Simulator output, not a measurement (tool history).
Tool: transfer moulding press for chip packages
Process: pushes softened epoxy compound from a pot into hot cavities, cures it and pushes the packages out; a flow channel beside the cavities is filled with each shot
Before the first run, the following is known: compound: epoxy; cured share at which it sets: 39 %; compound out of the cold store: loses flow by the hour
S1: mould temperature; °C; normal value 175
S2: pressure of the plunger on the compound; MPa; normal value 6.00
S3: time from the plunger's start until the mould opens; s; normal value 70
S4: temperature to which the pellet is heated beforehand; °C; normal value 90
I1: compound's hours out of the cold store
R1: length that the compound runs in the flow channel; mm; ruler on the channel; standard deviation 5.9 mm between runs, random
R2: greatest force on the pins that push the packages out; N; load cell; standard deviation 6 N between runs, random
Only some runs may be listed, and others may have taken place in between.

| run | hour | S1 | S2 | S3 | S4 | I1 | R1 | R2 |
|---|---|---|---|---|---|---|---|---|
| 1 | 0.0 | 175 | 6.00 | 70 | 90 | 46.6 | 665 | 396 |
| 2 | 6.3 | 175 | 6.00 | 70 | 90 | 27.2 | 738 | 408 |
|  | 10.3 | cavities cleaned with cleaning compound and waxed |
| 3 | 16.8 | 175 | 6.00 | 70 | 90 | 43.1 | 688 | 256 |
| 4 | 21.5 | 175 | 6.00 | 70 | 90 | 44.6 | 688 | 261 |
| 5 | 27.6 | 175 | 6.00 | 70 | 90 | 17.6 | 766 | 270 |
| 6 | 34.2 | 175 | 6.00 | 70 | 90 | 36.4 | 705 | 294 |
| 7 | 41.2 | 175 | 6.00 | 70 | 90 | 15.0 | 783 | 318 |
| 8 | 50.3 | 175 | 6.00 | 70 | 90 | 17.7 | 765 | 329 |
| 9 | 55.7 | 175 | 6.00 | 70 | 90 | 34.0 | 716 | 334 |
| 10 | 62.3 | 175 | 6.00 | 70 | 90 | 9.1 | 803 | 343 |
| 11 | 69.3 | 175 | 6.00 | 70 | 90 | 16.7 | 772 | 381 |
| 12 | 73.6 | 175 | 6.00 | 70 | 90 | 20.1 | 751 | 361 |
| 13 | 82.1 | 177 | 6.00 | 70 | 87 | 27.0 | 727 | 357 |
| 14 | 90.7 | 175 | 6.00 | 58 | 90 | 10.6 | 779 | 569 |
| 15 | 96.3 | 175 | 6.00 | 58 | 90 | 47.4 | 658 | 490 |
| 16 | 103.9 | 175 | 6.00 | 58 | 90 | 43.3 | 671 | 517 |
| 17 | 111.0 | 175 | 6.71 | 58 | 90 | 44.0 | 707 | 538 |
| 18 | 116.9 | 175 | 5.34 | 56 | 88 | 23.6 | 683 | 626 |
| 19 | 123.7 | 175 | 5.34 | 56 | 88 | 9.1 | 748 | 644 |
| 20 | 132.1 | 175 | 5.34 | 56 | 88 | 28.9 | 669 | 612 |
| 21 | 138.6 | 179 | 5.34 | 94 | 97 | 15.2 | 717 | 342 |
| 22 | 145.1 | 179 | 4.55 | 94 | 97 | 33.6 | 607 | 356 |
|  | 147.3 | cavities cleaned with cleaning compound and waxed |
| 23 | 151.2 | 177 | 6.97 | 59 | 97 | 14.3 | 827 | 293 |
| 24 | 159.7 | 181 | 6.00 | 52 | 90 | 32.2 | 680 | 313 |

5 options for the next run, each taken on its own from the tool as it stands now. Forecast them:
| A | 164.7 | 181 | 7.26 | 89 | 90 | 36.7 | ? | ? |
| B | 164.7 | 175 | 6.00 | 70 | 83 | 30.0 | ? | ? |
| C | 164.7 | 175 | 6.91 | 70 | 90 | 20.1 | ? | ? |
| D | 164.7 | 181 | 6.75 | 52 | 83 | 46.5 | ? | ? |
| E | 164.7 | 175 | 5.40 | 107 | 82 | 19.1 | ? | ? |

| run | R1 | R2 |
|---|---|---|
| A | 758 | 237 |
| B | 715 | 272 |
| C | 790 | 255 |
| D | 690 | 326 |
| E | 720 | 235 |
Stripped of hidden state, with their random variation kept, the same runs would have yielded:
| run | R1 | R2 |
|---|---|---|
| A | 808 | 195 |
| B | 761 | 225 |
| C | 842 | 208 |
| D | 735 | 269 |
| E | 767 | 194 |

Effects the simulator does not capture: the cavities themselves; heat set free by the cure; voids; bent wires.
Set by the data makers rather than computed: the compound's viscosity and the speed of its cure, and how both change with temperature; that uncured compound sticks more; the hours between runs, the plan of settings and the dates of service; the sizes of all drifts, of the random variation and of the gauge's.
